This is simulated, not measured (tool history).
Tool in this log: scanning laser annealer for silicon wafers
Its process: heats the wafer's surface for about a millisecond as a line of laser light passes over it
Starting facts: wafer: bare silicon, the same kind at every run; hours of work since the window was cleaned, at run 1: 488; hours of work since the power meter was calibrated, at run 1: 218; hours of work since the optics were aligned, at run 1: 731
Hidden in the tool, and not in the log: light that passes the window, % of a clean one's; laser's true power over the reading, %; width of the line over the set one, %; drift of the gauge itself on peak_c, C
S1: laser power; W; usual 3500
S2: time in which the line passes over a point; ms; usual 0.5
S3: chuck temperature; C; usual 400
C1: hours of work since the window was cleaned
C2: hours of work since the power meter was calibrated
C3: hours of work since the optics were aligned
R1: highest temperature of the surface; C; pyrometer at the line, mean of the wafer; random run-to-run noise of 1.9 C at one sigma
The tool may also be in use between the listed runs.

run 1 hour=0 | S1=3500 S2=0.5 S3=400 | C1=488 C2=218 C3=731 | R1=1210
run 2 hour=32 | S1=3500 S2=0.5 S3=400 | C1=506 C2=236 C3=749 | R1=1207
run 3 hour=63.7 | S1=3500 S2=0.5 S3=400 | C1=523 C2=254 C3=766 | R1=1208
run 4 hour=104.2 | S1=3330 S2=0.5 S3=400 | C1=546 C2=276 C3=789 | R1=1166
run 5 hour=141.1 | S1=3674 S2=0.5 S3=400 | C1=566 C2=296 C3=809 | R1=1252
run 6 hour=175.7 | S1=3103 S2=0.5 S3=400 | C1=585 C2=316 C3=828 | R1=1112
run 7 hour=201.6 | S1=3103 S2=0.5 S3=400 | C1=600 C2=330 C3=842 | R1=1109
run 8 hour=228.2 | S1=3516 S2=0.5 S3=400 | C1=614 C2=345 C3=857 | R1=1214
run 9 hour=256.4 | S1=3500 S2=0.5 S3=423 | C1=630 C2=360 C3=873 | R1=1231
run 10 hour=278.9 | S1=3500 S2=0.5 S3=423 | C1=642 C2=373 C3=885 | R1=1231
run 11 hour=295.3 | S1=3500 S2=0.5 S3=423 | C1=651 C2=382 C3=894 | R1=1228
run 12 hour=318.4 | S1=3500 S2=0.5 S3=400 | C1=664 C2=394 C3=907 | R1=1208
run 13 hour=337.3 | S1=3500 S2=0.5 S3=400 | C1=675 C2=405 C3=918 | R1=1204
run 14 hour=366.4 | S1=3500 S2=0.5 S3=400 | C1=691 C2=421 C3=934 | R1=1210
run 15 hour=386.7 | S1=3500 S2=0.5 S3=400 | C1=702 C2=432 C3=945 | R1=1210
run 16 hour=410.9 | S1=3500 S2=0.467 S3=400 | C1=715 C2=446 C3=958 | R1=1188
run 17 hour=445.1 | S1=3839 S2=0.433 S3=400 | C1=734 C2=465 C3=977 | R1=1240
run 18 hour=474.3 | S1=3742 S2=0.365 S3=372 | C1=750 C2=481 C3=993 | R1=1135
run 19 hour=490.7 | S1=3742 S2=0.365 S3=372 | C1=759 C2=490 C3=1002 | R1=1132
run 20 hour=523 | S1=3500 S2=0.438 S3=400 | C1=777 C2=508 C3=1020 | R1=1166
run 21 hour=552.6 | S1=3500 S2=0.488 S3=396 | C1=794 C2=524 C3=1037 | R1=1200
run 22 hour=588.7 | S1=3500 S2=0.488 S3=372 | C1=814 C2=544 C3=1057 | R1=1173
-- hour=620.8 window over the wafer cleaned
run 23 hour=629.9 | S1=3500 S2=0.488 S3=372 | C1=5 C2=566 C3=1078 | R1=1176
run 24 hour=667.8 | S1=3065 S2=0.473 S3=400 | C1=26 C2=587 C3=1099 | R1=1087
run 25 hour=687 | S1=3563 S2=0.456 S3=405 | C1=37 C2=597 C3=1110 | R1=1198
run 26 hour=708.5 | S1=3563 S2=0.456 S3=405 | C1=49 C2=609 C3=1122 | R1=1199
run 27 hour=734.8 | S1=3500 S2=0.487 S3=392 | C1=63 C2=624 C3=1136 | R1=1189
run 28 hour=771.4 | S1=3500 S2=0.487 S3=392 | C1=83 C2=644 C3=1157 | R1=1189
run 29 hour=792.9 | S1=2989 S2=0.606 S3=415 | C1=95 C2=656 C3=1168 | R1=1154
-- hour=827.6 optics aligned, line set to its width
run 30 hour=827.6 | S1=3438 S2=0.584 S3=412 | C1=112 C2=672 C3=0 | R1=1257
run 31 hour=859.8 | S1=3438 S2=0.584 S3=412 | C1=129 C2=690 C3=18 | R1=1258

Below are 4 alternative next runs, each starting from the tool's condition after run 31. Predict each:
run A hour=899.1 | S1=3405 S2=0.472 S3=414 | C1=151 C2=712 C3=40 | R1=?
run B hour=899.1 | S1=2984 S2=0.606 S3=428 | C1=151 C2=712 C3=40 | R1=?
run C hour=899.1 | S1=3500 S2=0.5 S3=394 | C1=151 C2=712 C3=40 | R1=?
run D hour=899.1 | S1=3681 S2=0.446 S3=431 | C1=151 C2=712 C3=40 | R1=?

run=A R1=1177
run=B R1=1164
run=C R1=1201
run=D R1=1247
Without the tool's hidden state the same runs would have given:
run=A R1=1177
run=B R1=1165
run=C R1=1201
run=D R1=1248

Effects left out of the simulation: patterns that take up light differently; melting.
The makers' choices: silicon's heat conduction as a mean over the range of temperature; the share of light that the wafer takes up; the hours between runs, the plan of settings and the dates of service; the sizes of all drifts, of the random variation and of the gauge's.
